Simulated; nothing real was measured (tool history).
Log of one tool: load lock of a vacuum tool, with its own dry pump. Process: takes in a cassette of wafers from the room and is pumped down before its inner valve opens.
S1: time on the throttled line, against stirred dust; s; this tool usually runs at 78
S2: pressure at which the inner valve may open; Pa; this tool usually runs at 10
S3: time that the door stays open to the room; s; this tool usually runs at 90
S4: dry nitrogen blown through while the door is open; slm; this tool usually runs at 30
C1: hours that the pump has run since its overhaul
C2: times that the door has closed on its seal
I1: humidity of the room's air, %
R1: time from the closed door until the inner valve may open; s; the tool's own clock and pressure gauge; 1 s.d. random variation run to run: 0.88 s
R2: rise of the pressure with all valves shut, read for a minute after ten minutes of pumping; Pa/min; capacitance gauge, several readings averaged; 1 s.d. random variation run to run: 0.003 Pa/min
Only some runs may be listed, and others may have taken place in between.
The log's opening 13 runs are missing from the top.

Run 14, hour 776: usual settings; C1 3781; C2 21850; I1 46. Result: R1 138 s, R2 0.026 Pa/min.
Run 15, hour 842.1: usual settings; C1 3847; C2 21965; I1 42.4. Result: R1 137.8 s, R2 0.019 Pa/min.
Run 16, hour 878.3: usual settings; C1 3883; C2 22028; I1 46.6. Result: R1 138.9 s, R2 0.029 Pa/min.
Run 17, hour 953.4: usual settings; C1 3958; C2 22159; I1 45.8. Result: R1 139.1 s, R2 0.023 Pa/min.
Run 18, hour 1016.6: usual settings; C1 4022; C2 22268; I1 44.7. Result: R1 138.9 s, R2 0.025 Pa/min.
Run 19, hour 1094.1: usual settings; C1 4099; C2 22403; I1 45.2. Result: R1 137.7 s, R2 0.028 Pa/min.
Run 20, hour 1135.5: usual settings but S2 14 Pa, S3 31 s; C1 4141; C2 22475; I1 45.1. Result: R1 134.2 s, R2 0.02 Pa/min.
Run 21, hour 1176.8: usual settings but S2 14 Pa, S3 31 s; C1 4182; C2 22547; I1 43.9. Result: R1 135.3 s, R2 0.013 Pa/min.
Run 22, hour 1228: usual settings but S2 14 Pa, S3 31 s; C1 4233; C2 22636; I1 43.6. Result: R1 135.1 s, R2 0.015 Pa/min.
Run 23, hour 1311.3: usual settings but S2 14 Pa, S3 31 s; C1 4316; C2 22781; I1 46.4. Result: R1 134.2 s, R2 0.016 Pa/min.
Run 24, hour 1374.4: usual settings but S2 14 Pa, S3 71 s, S4 37 slm; C1 4379; C2 22891; I1 43.9. Result: R1 136.2 s, R2 0.021 Pa/min.
Run 25, hour 1418.5: usual settings but S2 14 Pa, S3 71 s, S4 37 slm; C1 4423; C2 22967; I1 45.1. Result: R1 135.6 s, R2 0.019 Pa/min.
Run 26, hour 1495.6: usual settings but S1 56 s, S2 9 Pa, S4 9 slm; C1 4501; C2 23101; I1 44.7. Result: R1 121.3 s, R2 0.041 Pa/min.
Run 27, hour 1575.1: usual settings but S1 56 s, S2 9 Pa, S4 9 slm; C1 4580; C2 23240; I1 41.8. Result: R1 120.1 s, R2 0.035 Pa/min.
Run 28, hour 1636.3: usual settings but S2 12 Pa; C1 4641; C2 23346; I1 43. Result: R1 137.4 s, R2 0.021 Pa/min.
Run 29, hour 1685.2: usual settings but S1 55 s, S2 13 Pa, S3 96 s, S4 11 slm; C1 4690; C2 23431; I1 47.5. Result: R1 116.7 s, R2 0.042 Pa/min.
Run 30, hour 1721.6: usual settings but S1 55 s, S2 13 Pa, S3 96 s, S4 11 slm; C1 4727; C2 23495; I1 46.8. Result: R1 118 s, R2 0.039 Pa/min.
Run 31, hour 1792.1: usual settings but S1 47 s, S2 13 Pa, S3 96 s, S4 6 slm; C1 4797; C2 23617; I1 47.7. Result: R1 110.2 s, R2 0.051 Pa/min.
Run 32, hour 1878.5: usual settings but S1 47 s, S2 13 Pa, S3 96 s, S4 4 slm; C1 4884; C2 23767; I1 41.5. Result: R1 110.1 s, R2 0.048 Pa/min.
Run 33, hour 1933.3: usual settings but S1 71 s, S2 8 Pa, S3 79 s, S4 8 slm; C1 4938; C2 23863; I1 48.1. Result: R1 134.4 s, R2 0.042 Pa/min.
Run 34, hour 1994.5: usual settings but S1 71 s, S2 17 Pa, S3 79 s, S4 6 slm; C1 5000; C2 23969; I1 43.8. Result: R1 128.8 s, R2 0.04 Pa/min.
Run 35, hour 2073.2: usual settings but S1 58 s, S2 7 Pa; C1 5078; C2 24106; I1 43.1. Result: R1 123.6 s, R2 0.029 Pa/min.
Run 36, hour 2131.3: usual settings but S1 50 s, S3 46 s, S4 18 slm; C1 5136; C2 24207; I1 41. Result: R1 114.6 s, R2 0.021 Pa/min.
Run 37, hour 2205.9: usual settings but S1 50 s, S3 46 s, S4 18 slm; C1 5211; C2 24337; I1 46.8. Result: R1 114.2 s, R2 0.026 Pa/min.

Forecast each of these 4 alternatives for the next run:
Run A, hour 2264.1: usual settings but S1 50 s, S3 105 s, S4 6 slm; C1 5269; C2 24438; I1 42.9. Result: R1 ?, R2 ?.
Run B, hour 2264.1: usual settings but S1 46 s, S3 47 s, S4 18 slm; C1 5269; C2 24438; I1 48.2. Result: R1 ?, R2 ?.
Run C, hour 2264.1: usual settings but S1 136 s, S3 46 s, S4 7 slm; C1 5269; C2 24438; I1 45.9. Result: R1 ?, R2 ?.
Run D, hour 2264.1: usual settings but S1 86 s, S3 28 s, S4 18 slm; C1 5269; C2 24438; I1 49.4. Result: R1 ?, R2 ?.

run     R1     R2
  A    115   0.05
  B    111  0.024
  C  188.2  0.034
  D  145.3  0.017
With no hidden state in the tool, these same runs would have given:
run     R1     R2
  A    115  0.049
  B    111  0.023
  C  188.2  0.032
  D  145.2  0.015
